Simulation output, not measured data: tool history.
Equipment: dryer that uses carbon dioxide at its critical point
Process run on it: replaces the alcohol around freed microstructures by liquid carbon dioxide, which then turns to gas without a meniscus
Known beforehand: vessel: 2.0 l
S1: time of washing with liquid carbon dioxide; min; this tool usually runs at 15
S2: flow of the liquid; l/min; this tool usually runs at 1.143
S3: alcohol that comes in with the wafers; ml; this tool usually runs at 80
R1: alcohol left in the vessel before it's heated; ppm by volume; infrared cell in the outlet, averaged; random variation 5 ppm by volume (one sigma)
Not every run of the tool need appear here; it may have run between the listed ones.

| run | day | S1 | S2 | S3 | R1 |
|---|---|---|---|---|---|
| 1 | 0 | 15 | 1.143 | 80 | 100 |
| 2 | 1.554 | 15 | 1.143 | 80 | 98 |
| 3 | 3.017 | 15 | 1.143 | 66 | 97 |
| 4 | 4.104 | 15 | 1.143 | 66 | 105 |
| 5 | 5.121 | 15 | 1.143 | 66 | 104 |
| 6 | 5.808 | 15 | 1.24 | 80 | 90 |
| 7 | 6.888 | 19 | 1.143 | 80 | 61 |
| 8 | 8.329 | 19 | 1.143 | 80 | 60 |
| 9 | 9.654 | 19 | 1.143 | 80 | 58 |
| 10 | 10.821 | 15 | 1.85 | 23 | 50 |
| 11 | 11.746 | 17 | 1.21 | 80 | 68 |
| 12 | 12.746 | 16 | 0.75 | 102 | 423 |
| 13 | 14.271 | 16 | 0.79 | 74 | 286 |
| 14 | 14.921 | 17 | 1 | 74 | 110 |
| 15 | 16.012 | 17 | 1 | 74 | 102 |
| 16 | 17.592 | 15 | 1.143 | 50 | 90 |

Put back what was entered between runs (1 entry, withheld): which listed runs does each sit between, and how does the hidden state differ from the listed run before to the listed run after?
Between runs 7 and 8: inlet filter changed (day 7.7)
  flow that reaches the vessel past the clogged filter, %: 85.5 -> 98.7; alcohol in the recycled carbon dioxide, ppm: 50 -> 52.5
  measured value less the no-hidden-state value, R1: +55 -> +47 ppm by volume

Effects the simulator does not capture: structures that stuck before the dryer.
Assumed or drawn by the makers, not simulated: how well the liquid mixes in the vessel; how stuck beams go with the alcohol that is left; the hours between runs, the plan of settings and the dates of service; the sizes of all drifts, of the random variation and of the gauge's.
